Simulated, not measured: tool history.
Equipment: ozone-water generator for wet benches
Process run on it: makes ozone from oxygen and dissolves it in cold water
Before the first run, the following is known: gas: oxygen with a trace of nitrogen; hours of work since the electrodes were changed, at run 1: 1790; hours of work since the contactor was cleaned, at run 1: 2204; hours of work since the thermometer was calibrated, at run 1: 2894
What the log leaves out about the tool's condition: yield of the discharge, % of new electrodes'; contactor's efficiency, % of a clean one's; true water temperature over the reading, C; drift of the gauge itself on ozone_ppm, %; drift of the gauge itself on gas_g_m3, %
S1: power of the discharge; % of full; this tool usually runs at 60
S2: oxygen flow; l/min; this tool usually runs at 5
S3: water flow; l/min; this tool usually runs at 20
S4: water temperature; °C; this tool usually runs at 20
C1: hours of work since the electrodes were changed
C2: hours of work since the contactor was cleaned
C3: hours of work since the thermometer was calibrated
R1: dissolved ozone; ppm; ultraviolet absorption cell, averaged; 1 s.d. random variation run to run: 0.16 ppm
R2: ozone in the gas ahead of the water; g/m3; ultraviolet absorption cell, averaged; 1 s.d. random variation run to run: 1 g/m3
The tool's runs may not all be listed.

Run 1, hour 0: usual settings; C1 1790; C2 2204; C3 2894. Result: R1 20.1 ppm, R2 176.2 g/m3.
Run 2, hour 46.4: usual settings; C1 1826; C2 2240; C3 2929. Result: R1 20.2 ppm, R2 174.3 g/m3.
Run 3, hour 88.7: usual settings; C1 1858; C2 2272; C3 2962. Result: R1 20.4 ppm, R2 173.9 g/m3.
Run 4, hour 127.4: usual settings; C1 1888; C2 2302; C3 2992. Result: R1 20.7 ppm, R2 177 g/m3.
Run 5, hour 173.6: usual settings; C1 1924; C2 2338; C3 3027. Result: R1 20.2 ppm, R2 176.5 g/m3.
Run 6, hour 210.5: usual settings; C1 1952; C2 2366; C3 3056. Result: R1 20.1 ppm, R2 175.1 g/m3.
Run 7, hour 275: usual settings; C1 2002; C2 2416; C3 3105. Result: R1 20.5 ppm, R2 177 g/m3.
Run 8, hour 321.2: usual settings but S3 14 l/min; C1 2037; C2 2451; C3 3141. Result: R1 25.3 ppm, R2 174.9 g/m3.
Run 9, hour 387.1: usual settings but S3 14 l/min; C1 2088; C2 2502; C3 3192. Result: R1 25.7 ppm, R2 175.5 g/m3.
Run 10, hour 430.5: usual settings but S3 14 l/min; C1 2121; C2 2535; C3 3225. Result: R1 25.3 ppm, R2 173.7 g/m3.
Run 11, hour 457.7: usual settings but S3 14 l/min; C1 2142; C2 2556; C3 3246. Result: R1 25.2 ppm, R2 174.7 g/m3.
Run 12, hour 518.5: usual settings but S3 14 l/min; C1 2189; C2 2603; C3 3293. Result: R1 25.3 ppm, R2 175.7 g/m3.
Run 13, hour 562.9: usual settings but S3 14 l/min; C1 2223; C2 2637; C3 3327. Result: R1 25.3 ppm, R2 175.5 g/m3.
Run 14, hour 613.1: usual settings but S3 14 l/min; C1 2262; C2 2676; C3 3366. Result: R1 25.5 ppm, R2 176.2 g/m3.
Run 15, hour 676.3: usual settings but S3 14 l/min; C1 2311; C2 2724; C3 3414. Result: R1 25.4 ppm, R2 177.3 g/m3.
Run 16, hour 716: usual settings but S3 14 l/min; C1 2341; C2 2755; C3 3445. Result: R1 25.6 ppm, R2 174.8 g/m3.
Run 17, hour 750.7: usual settings but S3 14 l/min; C1 2368; C2 2782; C3 3471. Result: R1 25.2 ppm, R2 174.3 g/m3.
Run 18, hour 781.5: usual settings but S1 80 % of full, S2 3 l/min, S3 14 l/min, S4 13 °C; C1 2391; C2 2805; C3 3495. Result: R1 31.4 ppm, R2 255.9 g/m3.
Run 19, hour 809.2: usual settings but S3 12 l/min, S4 18 °C; C1 2413; C2 2827; C3 3516. Result: R1 28.6 ppm, R2 173.6 g/m3.
Run 20, hour 867.2: usual settings but S3 12 l/min, S4 18 °C; C1 2457; C2 2871; C3 3561. Result: R1 28.7 ppm, R2 175.6 g/m3.
Run 21, hour 922.9: usual settings but S3 12 l/min, S4 18 °C; C1 2500; C2 2914; C3 3604. Result: R1 28.5 ppm, R2 175.5 g/m3.
Run 22, hour 958.2: usual settings but S3 12 l/min, S4 18 °C; C1 2527; C2 2941; C3 3631. Result: R1 28.4 ppm, R2 176.7 g/m3.
At hour 983.8: contactor cleaned.
Run 23, hour 1008: usual settings but S3 12 l/min, S4 18 °C; C1 2563; C2 19; C3 3666. Result: R1 28.7 ppm, R2 173.9 g/m3.
Run 24, hour 1059.6: usual settings but S1 86 % of full, S2 5.58 l/min, S3 22 l/min; C1 2602; C2 58; C3 3706. Result: R1 25.1 ppm, R2 217.7 g/m3.
Run 25, hour 1097.2: usual settings but S2 3.15 l/min, S4 14 °C; C1 2631; C2 87; C3 3735. Result: R1 19.2 ppm, R2 205.8 g/m3.
Run 26, hour 1151.2: usual settings but S2 3.15 l/min, S4 14 °C; C1 2673; C2 129; C3 3776. Result: R1 19.5 ppm, R2 206 g/m3.
Run 27, hour 1194.5: usual settings but S1 88 % of full, S2 8.73 l/min, S4 23 °C; C1 2706; C2 162; C3 3810. Result: R1 27.1 ppm, R2 189.9 g/m3.
Run 28, hour 1235.2: usual settings but S2 8.97 l/min; C1 2737; C2 193; C3 3841. Result: R1 21.9 ppm, R2 141.6 g/m3.
Run 29, hour 1295.2: usual settings but S2 8.97 l/min, S4 14 °C; C1 2784; C2 240; C3 3887. Result: R1 24.5 ppm, R2 143.3 g/m3.
Run 30, hour 1346.5: usual settings but S2 5.56 l/min, S3 21 l/min, S4 17 °C; C1 2823; C2 279; C3 3927. Result: R1 20.9 ppm, R2 168.8 g/m3.
Run 31, hour 1386.9: usual settings but S2 3.5 l/min, S3 21 l/min, S4 17 °C; C1 2854; C2 310; C3 3958. Result: R1 18.6 ppm, R2 199.4 g/m3.
Run 32, hour 1437.6: usual settings but S2 3.5 l/min, S3 21 l/min, S4 17 °C; C1 2893; C2 349; C3 3997. Result: R1 18.5 ppm, R2 198.4 g/m3.
Run 33, hour 1475: usual settings but S4 13 °C; C1 2922; C2 378; C3 4026. Result: R1 22.4 ppm, R2 173.2 g/m3.

Here are 3 independent what-if runs from the current tool condition. What would each one return?
Run A, hour 1519.5: usual settings but S1 71 % of full, S2 8.38 l/min, S4 13 °C; C1 2956; C2 412; C3 4060. Result: R1 ?, R2 ?.
Run B, hour 1519.5: usual settings but S1 92 % of full, S3 27 l/min, S4 13 °C; C1 2956; C2 412; C3 4060. Result: R1 ?, R2 ?.
Run C, hour 1519.5: usual settings but S2 4.64 l/min, S4 13 °C; C1 2956; C2 412; C3 4060. Result: R1 ?, R2 ?.

run    R1     R2
  A  28.2    164
  B  23.6  237.9
  C  21.8    180
What these runs would have given with no unlogged condition in the tool:
run    R1     R2
  A  28.3  164.3
  B  23.7  238.5
  C  21.8  180.4

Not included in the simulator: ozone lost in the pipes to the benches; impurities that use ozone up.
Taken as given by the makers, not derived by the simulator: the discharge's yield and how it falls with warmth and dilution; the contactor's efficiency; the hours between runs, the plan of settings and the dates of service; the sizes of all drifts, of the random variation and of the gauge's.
